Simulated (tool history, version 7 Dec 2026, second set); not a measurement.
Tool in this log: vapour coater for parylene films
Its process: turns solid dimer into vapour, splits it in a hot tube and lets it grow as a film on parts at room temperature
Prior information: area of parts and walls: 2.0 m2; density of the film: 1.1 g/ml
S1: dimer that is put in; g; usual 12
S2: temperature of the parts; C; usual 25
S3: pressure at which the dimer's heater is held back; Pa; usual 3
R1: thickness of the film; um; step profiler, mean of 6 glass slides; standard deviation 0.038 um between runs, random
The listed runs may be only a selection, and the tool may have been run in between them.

run,day,S1,S2,S3,R1
1,0,12,25,3,3.99
2,0.988,12,25,3,3.89
3,2.354,12,25,2.59,3.96
4,3.521,12,25,2.59,4.01
5,4.358,12,25,2.59,3.95
6,5.35,22,25,3,7.17
7,6.079,14,25,3,4.54
8,7.379,14,25,3,4.49
9,8.429,14,25,3,4.47
10,9.142,14,25,3,4.45
11,9.892,14,25,3,4.53
12,11.329,6,21,7.71,2.06
13,12.658,7,18,3.97,2.66
14,13.988,7,18,3.97,2.67
15,15.112,7,24,3.01,2.22
16,16.008,21,36,3,4.76
17,16.942,12,31,4.72,3.01
18,18.396,13,31,6.07,3.27
19,19.579,13,31,6.07,3.2
20,20.517,5,18,5.2,1.85
21,21.421,12,18,10.4,4.46

Put back what was entered between runs (2 entries, withheld): which listed runs does each sit between, and how does the hidden state differ from the listed run before to the listed run after?
After run 12, before run 13: trap's valve overhauled (day 11.625)
  vapour lost through the trap's worn valve, %: 3.9 -> 5.7; true temperature of the parts over the reading, C: 0.72 -> 0.73
  measured value less the no-hidden-state value, R1: -0.13 -> -0.23 um
After run 20, before run 21: trap's valve overhauled, once more (day 20.762)
  vapour lost through the trap's worn valve, %: 8 -> 0.3
  measured value less the no-hidden-state value, R1: -0.21 -> -0.12 um
